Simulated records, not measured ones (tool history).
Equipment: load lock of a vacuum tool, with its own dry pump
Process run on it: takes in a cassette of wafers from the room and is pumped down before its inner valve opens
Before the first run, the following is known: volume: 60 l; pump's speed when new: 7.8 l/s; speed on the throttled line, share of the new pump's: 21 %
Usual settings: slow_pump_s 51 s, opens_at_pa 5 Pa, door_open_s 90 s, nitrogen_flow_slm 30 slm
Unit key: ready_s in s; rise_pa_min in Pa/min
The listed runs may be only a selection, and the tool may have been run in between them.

| run | hour | slow_pump_s | opens_at_pa | door_open_s | nitrogen_flow_slm | incoming humidity of the room's air, % | ready_s | rise_pa_min |
|---|---|---|---|---|---|---|---|---|
| 1 | 0 | 51 | 5 | 90 | 30 | 44.4 | 122.4 | 0.213 |
| 2 | 142.7 | 51 | 5 | 90 | 30 | 46 | 122.9 | 0.213 |
| 3 | 323.4 | 43 | 5 | 90 | 30 | 43.2 | 117.9 | 0.215 |
| 4 | 644 | 51 | 7 | 90 | 30 | 42.2 | 121.3 | 0.234 |
| 5 | 871.1 | 51 | 6 | 90 | 30 | 45.2 | 121 | 0.237 |
| 6 | 1146.9 | 51 | 6 | 90 | 30 | 45.6 | 121.7 | 0.253 |
|  | 1237.1 | door's seal changed, seat wiped |
| 7 | 1350 | 51 | 6 | 90 | 30 | 43.4 | 122.2 | 0.029 |
| 8 | 1671.1 | 51 | 6 | 90 | 30 | 43.5 | 122.9 | 0.032 |
| 9 | 1808.9 | 51 | 6 | 90 | 30 | 46.5 | 121.8 | 0.038 |
| 10 | 2006.2 | 51 | 5 | 48 | 30 | 44 | 125.1 | 0.031 |
| 11 | 2299.5 | 51 | 5 | 48 | 30 | 45.1 | 125.1 | 0.03 |
| 12 | 2480.8 | 51 | 8 | 90 | 30 | 45.8 | 119.9 | 0.039 |
| 13 | 2701.3 | 99 | 8 | 83 | 17 | 44.8 | 156.4 | 0.049 |
| 14 | 2911.7 | 99 | 8 | 83 | 17 | 43.7 | 156.7 | 0.053 |
| 15 | 3231.4 | 53 | 4 | 90 | 30 | 46 | 128.8 | 0.056 |
| 16 | 3485.2 | 53 | 4 | 90 | 30 | 46.2 | 128.7 | 0.058 |
| 17 | 3737.3 | 53 | 4 | 90 | 30 | 44.4 | 128.9 | 0.063 |
| 18 | 3887.3 | 53 | 4 | 90 | 30 | 45 | 128.9 | 0.063 |
| 19 | 4112.8 | 28 | 6 | 164 | 32 | 43.8 | 106.2 | 0.073 |
| 20 | 4404.9 | 28 | 6 | 164 | 32 | 47.2 | 105.8 | 0.085 |
| 21 | 4685.5 | 51 | 5 | 120 | 27 | 42.4 | 126.6 | 0.074 |
| 22 | 4944.7 | 51 | 5 | 120 | 27 | 42.8 | 124.6 | 0.087 |
| 23 | 5083.7 | 91 | 9 | 90 | 29 | 44.4 | 150.1 | 0.088 |
| 24 | 5278.6 | 30 | 5 | 90 | 30 | 45.2 | 109.6 | 0.092 |

Same runs, no hidden state in the tool, same run-to-run variation:
What the log doesn't record here: pump's speed, % of a new pump's; leak at the door's seal, Pa l/s; drift of the gauge itself on ready_s, %; drift of the gauge itself on rise_pa_min, %.
| run | ready_s | rise_pa_min |
|---|---|---|
| 1 | 116.4 | 0.034 |
| 2 | 116.8 | 0.025 |
| 3 | 111.5 | 0.023 |
| 4 | 115.1 | 0.029 |
| 5 | 114.9 | 0.023 |
| 6 | 115.5 | 0.032 |
| 7 | 115.8 | 0.027 |
| 8 | 116.4 | 0.028 |
| 9 | 115.3 | 0.032 |
| 10 | 118.1 | 0.024 |
| 11 | 117.9 | 0.018 |
| 12 | 113.1 | 0.025 |
| 13 | 150.8 | 0.032 |
| 14 | 151 | 0.033 |
| 15 | 121 | 0.032 |
| 16 | 120.8 | 0.03 |
| 17 | 120.9 | 0.031 |
| 18 | 120.9 | 0.028 |
| 19 | 97.8 | 0.035 |
| 20 | 97.3 | 0.039 |
| 21 | 118.2 | 0.022 |
| 22 | 116.2 | 0.029 |
| 23 | 143.5 | 0.028 |
| 24 | 100.5 | 0.026 |
